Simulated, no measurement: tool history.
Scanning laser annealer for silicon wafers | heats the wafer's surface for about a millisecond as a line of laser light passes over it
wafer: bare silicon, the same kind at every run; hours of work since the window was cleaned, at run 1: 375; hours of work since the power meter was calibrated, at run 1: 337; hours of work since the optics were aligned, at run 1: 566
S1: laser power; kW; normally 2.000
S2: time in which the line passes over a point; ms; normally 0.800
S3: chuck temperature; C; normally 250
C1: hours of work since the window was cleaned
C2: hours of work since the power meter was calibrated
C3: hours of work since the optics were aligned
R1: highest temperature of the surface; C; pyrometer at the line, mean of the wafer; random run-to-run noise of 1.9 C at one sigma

Run 1, hour 0.0: usual settings; C1 375; C2 337; C3 566. Result: R1 1042 C.
At hour 15.1: window over the wafer cleaned.
Run 2, hour 50.6: usual settings; C1 18; C2 361; C3 590. Result: R1 1075 C.
Run 3, hour 84.3: usual settings; C1 35; C2 378; C3 607. Result: R1 1073 C.
Run 4, hour 137.7: usual settings; C1 61; C2 405; C3 634. Result: R1 1069 C.
Run 5, hour 166.3: usual settings; C1 76; C2 419; C3 648. Result: R1 1070 C.
Run 6, hour 219.2: usual settings; C1 102; C2 446; C3 675. Result: R1 1064 C.
Run 7, hour 264.4: usual settings; C1 125; C2 468; C3 697. Result: R1 1062 C.
Run 8, hour 307.8: usual settings; C1 146; C2 490; C3 719. Result: R1 1061 C.
Run 9, hour 332.8: usual settings but S1 1.952 kW, S2 0.892 ms; C1 159; C2 502; C3 731. Result: R1 1076 C.
Run 10, hour 358.5: usual settings but S1 2.021 kW, S2 0.683 ms, S3 229 C; C1 172; C2 515; C3 744. Result: R1 982 C.
Run 11, hour 390.1: usual settings but S1 2.021 kW, S2 0.683 ms, S3 275 C; C1 188; C2 531; C3 760. Result: R1 1026 C.
Run 12, hour 446.3: usual settings but S1 2.024 kW; C1 216; C2 559; C3 788. Result: R1 1066 C.
Run 13, hour 477.7: usual settings but S1 2.167 kW, S2 0.784 ms; C1 231; C2 575; C3 804. Result: R1 1124 C.
Run 14, hour 525.8: usual settings but S1 2.167 kW, S2 0.784 ms; C1 255; C2 599; C3 828. Result: R1 1120 C.
Run 15, hour 572.2: usual settings but S1 2.063 kW, S2 0.759 ms, S3 280 C; C1 279; C2 622; C3 851. Result: R1 1086 C.
Run 16, hour 618.8: usual settings but S1 2.091 kW, S2 0.759 ms, S3 280 C; C1 302; C2 645; C3 874. Result: R1 1091 C.

Branching from run 16: 4 alternative next runs. What would each branch give?
Run A, hour 665.4: usual settings but S1 1.948 kW, S2 0.668 ms, S3 265 C; C1 325; C2 669; C3 898. Result: R1 ?.
Run B, hour 665.4: usual settings but S1 1.875 kW, S2 0.868 ms, S3 274 C; C1 325; C2 669; C3 898. Result: R1 ?.
Run C, hour 665.4: usual settings but S1 1.981 kW, S2 0.759 ms, S3 280 C; C1 325; C2 669; C3 898. Result: R1 ?.
Run D, hour 665.4: usual settings but S1 2.091 kW, S2 0.973 ms, S3 280 C; C1 325; C2 669; C3 898. Result: R1 ?.

run    R1
  A   961
  B  1029
  C  1035
  D  1202
Without the tool's unlogged condition, the same runs would have read:
run    R1
  A  1013
  B  1086
  C  1093
  D  1271
